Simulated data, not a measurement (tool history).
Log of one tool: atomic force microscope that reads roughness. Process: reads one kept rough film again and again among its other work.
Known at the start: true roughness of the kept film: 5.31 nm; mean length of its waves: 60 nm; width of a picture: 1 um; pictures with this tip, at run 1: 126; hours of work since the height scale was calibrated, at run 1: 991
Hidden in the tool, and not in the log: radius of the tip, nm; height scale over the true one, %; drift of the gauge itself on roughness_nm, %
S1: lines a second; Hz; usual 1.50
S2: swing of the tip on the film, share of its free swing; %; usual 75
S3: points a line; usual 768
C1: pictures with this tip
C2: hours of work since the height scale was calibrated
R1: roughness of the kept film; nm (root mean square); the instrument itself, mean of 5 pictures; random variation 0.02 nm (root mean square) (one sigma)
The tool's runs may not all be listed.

run 1 day=0.000 | S1=1.50 S2=75 S3=768 | C1=126 C2=991 | R1=4.382
-- day=0.950 new tip fitted
run 2 day=1.829 | S1=0.75 S2=75 S3=768 | C1=55 C2=1024 | R1=4.788
run 3 day=3.212 | S1=0.75 S2=75 S3=768 | C1=141 C2=1050 | R1=4.521
-- day=4.012 new tip fitted
run 4 day=4.617 | S1=1.50 S2=58 S3=768 | C1=38 C2=1075 | R1=4.804
run 5 day=6.342 | S1=1.50 S2=58 S3=768 | C1=146 C2=1106 | R1=4.574
-- day=6.933 new tip fitted
run 6 day=7.462 | S1=1.50 S2=58 S3=768 | C1=33 C2=1126 | R1=4.826
run 7 day=8.312 | S1=1.50 S2=58 S3=768 | C1=86 C2=1142 | R1=4.695
-- day=9.938 new tip fitted
run 8 day=9.938 | S1=1.50 S2=58 S3=768 | C1=0 C2=1171 | R1=4.926
run 9 day=10.758 | S1=1.50 S2=58 S3=768 | C1=52 C2=1186 | R1=4.843
run 10 day=12.362 | S1=1.50 S2=75 S3=345 | C1=152 C2=1215 | R1=4.319
-- day=12.900 new tip fitted
run 11 day=13.179 | S1=1.50 S2=75 S3=768 | C1=17 C2=1230 | R1=4.657
-- day=13.300 height scale calibrated on a step standard
run 12 day=14.079 | S1=1.50 S2=75 S3=768 | C1=71 C2=14 | R1=4.520
run 13 day=15.362 | S1=1.50 S2=75 S3=768 | C1=151 C2=38 | R1=4.280
-- day=15.988 new tip fitted
run 14 day=16.879 | S1=1.50 S2=75 S3=768 | C1=56 C2=65 | R1=4.599
run 15 day=18.488 | S1=1.50 S2=75 S3=768 | C1=156 C2=94 | R1=4.289
-- day=18.971 new tip fitted
run 16 day=19.362 | S1=1.50 S2=75 S3=768 | C1=25 C2=110 | R1=4.645
-- day=21.162 height scale calibrated on a step standard, once more
run 17 day=21.162 | S1=1.50 S2=75 S3=768 | C1=135 C2=0 | R1=4.455
-- day=22.046 new tip fitted
run 18 day=22.212 | S1=1.50 S2=75 S3=768 | C1=10 C2=19 | R1=4.737
run 19 day=23.838 | S1=1.50 S2=89 S3=768 | C1=112 C2=48 | R1=4.207
run 20 day=24.842 | S1=0.79 S2=61 S3=645 | C1=175 C2=67 | R1=4.556
-- day=24.971 new tip fitted
run 21 day=25.712 | S1=1.50 S2=58 S3=313 | C1=46 C2=82 | R1=4.845
run 22 day=26.975 | S1=1.36 S2=81 S3=1006 | C1=125 C2=105 | R1=4.365
-- day=27.921 new tip fitted
run 23 day=28.000 | S1=1.36 S2=87 S3=532 | C1=5 C2=124 | R1=4.560
run 24 day=29.450 | S1=1.25 S2=87 S3=441 | C1=96 C2=150 | R1=4.353
run 25 day=30.375 | S1=1.43 S2=75 S3=322 | C1=154 C2=167 | R1=4.377
-- day=30.862 new tip fitted
run 26 day=32.050 | S1=1.43 S2=69 S3=403 | C1=74 C2=197 | R1=4.630
run 27 day=33.500 | S1=1.43 S2=69 S3=403 | C1=165 C2=224 | R1=4.446
-- day=33.846 new tip fitted
run 28 day=34.367 | S1=1.43 S2=69 S3=403 | C1=33 C2=239 | R1=4.820

Forecast run 29:
run 29 day=35.567 | S1=0.70 S2=89 S3=280 | C1=108 C2=261 | R1=?

R1: 4.490 nm (root mean square)
Without the tool's hidden state the same run would have given R1 4.809 nm (root mean square).
